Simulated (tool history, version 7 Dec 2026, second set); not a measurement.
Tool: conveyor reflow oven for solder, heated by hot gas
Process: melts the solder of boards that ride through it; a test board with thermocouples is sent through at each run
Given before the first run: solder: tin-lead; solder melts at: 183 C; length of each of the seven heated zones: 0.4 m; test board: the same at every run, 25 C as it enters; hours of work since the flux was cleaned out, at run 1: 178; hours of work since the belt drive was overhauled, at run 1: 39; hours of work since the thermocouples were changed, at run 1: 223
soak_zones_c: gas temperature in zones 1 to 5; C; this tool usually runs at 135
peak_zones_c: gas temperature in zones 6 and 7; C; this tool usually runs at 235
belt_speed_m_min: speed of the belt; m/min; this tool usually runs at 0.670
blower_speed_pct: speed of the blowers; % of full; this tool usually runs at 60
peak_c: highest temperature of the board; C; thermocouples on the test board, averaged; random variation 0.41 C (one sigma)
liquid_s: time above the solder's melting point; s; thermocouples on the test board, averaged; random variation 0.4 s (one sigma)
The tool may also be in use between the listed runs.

run     day  soak_zones_c  peak_zones_c  belt_speed_m_min  blower_speed_pct  hours of work since the flux was cleaned out  hours of work since the belt drive was overhauled  hours of work since the thermocouples were changed  peak_c  liquid_s
  1   0.000           135           235             0.670                60                                           178                                                 39                                                 223   210.4      45.6
  2   0.508           135           235             0.670                60                                           184                                                 45                                                 229   209.7      45.7
  3   1.271           135           245             0.670                60                                           192                                                 54                                                 238   218.6      51.6
  4   2.229           135           244             0.670                60                                           204                                                 65                                                 249   216.9      51.8
  5   2.883           135           244             0.670                60                                           211                                                 73                                                 257   217.6      50.8
  6   3.783           135           227             0.670                60                                           222                                                 83                                                 267   203.8      38.1
  7   4.396           135           227             0.670                60                                           229                                                 91                                                 275   203.7      37.7
  8   5.200           135           235             0.670                76                                           238                                                100                                                 284   213.5      48.9
  9   6.129           135           235             0.670                60                                           249                                                111                                                 295   209.5      44.3
 10   6.692           135           235             0.609                60                                           256                                                117                                                 301   212.6      53.3
 11   7.121           135           235             0.609                60                                           261                                                122                                                 306   212.8      53.1
 12   8.029           132           233             0.670                60                                           271                                                133                                                 317   207.2      41.5
 13   8.833           124           241             0.670                60                                           281                                                142                                                 326   211.1      42.9
 14   9.721           135           235             0.604                60                                           291                                                153                                                 337   213.0      53.8
 15  10.612           143           238             0.612                60                                           301                                                163                                                 347   216.4      58.7
 16  11.096           143           238             0.612                60                                           307                                                169                                                 353   216.8      59.1
 17  11.592           147           247             0.612                60                                           313                                                175                                                 358   224.9      66.7
 18  12.329           147           247             0.612                60                                           321                                                183                                                 367   225.2      66.7
 19  13.279           147           247             0.612                60                                           332                                                194                                                 378   224.9      66.3
 20  13.742           131           247             0.770                82                                           338                                                200                                                 383   217.8      43.4
 21  14.642           127           247             0.567                82                                           348                                                210                                                 394   228.7      67.5

Branching from run 21: 3 alternative next runs. What would each branch give?
  A  15.179           148           227             0.624                60                                           355                                                216                                                 400       ?         ?
  B  15.179           142           247             0.784                82                                           355                                                216                                                 400       ?         ?
  C  15.179           127           230             0.577                62                                           355                                                216                                                 400       ?         ?

run  peak_c  liquid_s
  A   208.1      52.4
  B   219.4      47.3
  C   210.3      50.6
Without the tool's hidden state the same runs would have given:
run  peak_c  liquid_s
  A   210.7      55.6
  B   223.3      49.9
  C   213.3      54.3

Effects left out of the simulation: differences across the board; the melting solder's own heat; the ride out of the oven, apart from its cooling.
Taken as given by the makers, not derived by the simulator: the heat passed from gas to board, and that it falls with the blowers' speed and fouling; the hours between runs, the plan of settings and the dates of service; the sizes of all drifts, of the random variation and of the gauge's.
